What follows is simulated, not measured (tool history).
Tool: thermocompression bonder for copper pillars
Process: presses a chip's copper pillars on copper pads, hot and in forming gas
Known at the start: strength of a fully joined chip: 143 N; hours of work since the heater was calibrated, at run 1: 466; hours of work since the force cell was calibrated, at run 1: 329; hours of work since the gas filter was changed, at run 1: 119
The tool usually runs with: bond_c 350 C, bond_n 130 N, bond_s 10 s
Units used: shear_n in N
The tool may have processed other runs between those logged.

run,hour,bond_c,bond_n,bond_s,hours of work since the heater was calibrated,hours of work since the force cell was calibrated,hours of work since the gas filter was changed,shear_n
1,0,350,130,10,466,329,119,69.8
2,30.2,350,130,10,485,347,138,69.7
3,65.4,350,130,10,506,369,159,68.5
4,96.7,350,130,10,525,388,178,69.2
5,112.7,353,130,10,535,398,188,70.7
6,144.2,350,130,10,554,417,207,67.6
7,175.9,350,130,10,574,436,227,67.8
8,204.4,350,130,10,591,454,244,67.5
9,236,350,130,10,610,473,263,66.8
10,269.5,350,130,10,631,493,284,66.8
11,301,350,130,10,650,513,303,66.4
12,322.9,350,130,10,663,526,317,66.2
13,343.3,350,130,10,676,539,329,65.1
14,367.7,350,130,10,691,553,344,65.8
# hour 372.6: forming gas filter changed
15,387.1,350,130,10,702,565,9,70.5
16,402,350,130,10,711,574,18,70.5
17,428.7,350,130,10,728,590,34,70.2
18,454.4,350,130,10,743,606,50,70.7
19,489.5,350,130,7,765,627,71,60.7
20,506.9,350,130,10,776,638,82,69.8
21,533.8,354,188,6,792,655,98,75.9
22,550.7,359,104,10,802,665,109,66
23,578.2,339,185,10,819,682,126,75.9

Estimate the outcome of run 24 from the log above:
24,601.1,328,104,10,833,696,139,?

shear_n: 44.2 N
On a tool with no hidden condition, and with the same random variation, this run would have come out at shear_n 47.7 N.
